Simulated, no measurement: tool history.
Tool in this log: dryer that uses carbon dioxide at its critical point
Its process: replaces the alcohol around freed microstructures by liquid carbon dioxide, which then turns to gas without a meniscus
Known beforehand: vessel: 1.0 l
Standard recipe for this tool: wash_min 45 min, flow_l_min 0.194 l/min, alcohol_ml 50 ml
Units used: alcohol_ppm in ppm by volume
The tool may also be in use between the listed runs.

run,hour,wash_min,flow_l_min,alcohol_ml,alcohol_ppm
1,0.0,45,0.194,50,35
2,9.0,45,0.247,50,23
3,22.0,45,0.194,51,40
4,33.3,45,0.155,51,119
5,43.3,45,0.155,51,125
6,55.1,45,0.194,50,51
7,71.6,52,0.194,50,33
8,80.2,52,0.194,35,36
9,89.0,52,0.194,35,34
10,106.4,52,0.194,35,36
11,123.5,29,0.194,50,343
12,131.5,29,0.194,50,336
13,147.4,45,0.194,92,72
14,164.7,45,0.194,92,72
15,173.9,45,0.194,68,69
16,180.9,45,0.194,68,75
17,196.1,50,0.194,50,55
18,210.6,50,0.194,50,46
19,228.1,45,0.151,50,163
20,235.9,46,0.151,50,148
21,243.4,40,0.194,50,90
22,260.2,40,0.194,50,94
23,271.4,45,0.194,50,70
24,285.8,45,0.194,50,78
25,300.1,45,0.194,50,70
26,315.3,45,0.277,50,67
27,327.1,45,0.277,50,63
28,337.5,50,0.279,50,53
29,352.2,47,0.194,57,76
30,359.9,47,0.194,57,72
31,370.4,45,0.118,50,540
32,379.1,45,0.118,50,554
33,387.4,45,0.118,50,555
34,401.9,48,0.286,28,74
35,415.4,39,0.167,23,141
36,423.7,39,0.146,23,240
37,435.6,39,0.146,23,227
38,447.6,39,0.152,41,295
39,455.9,39,0.238,29,82
40,473.4,39,0.238,29,84
41,483.7,64,0.194,34,78
42,493.8,45,0.177,50,121
43,509.1,58,0.177,54,88
44,516.6,52,0.218,115,82
45,530.7,55,0.146,115,196
46,538.1,69,0.195,50,81
47,555.6,69,0.195,50,90

Each row is a separate what-if for the run after 47, all from the same tool condition, not one after another. Results?
A,562.8,69,0.139,50,?
B,562.8,69,0.225,50,?
C,562.8,32,0.248,78,?
D,562.8,71,0.133,50,?

run,alcohol_ppm
A,96
B,82
C,171
D,106
Stripped of hidden state, with their random variation kept, the same runs would have yielded:
run,alcohol_ppm
A,8
B,0
C,57
D,14
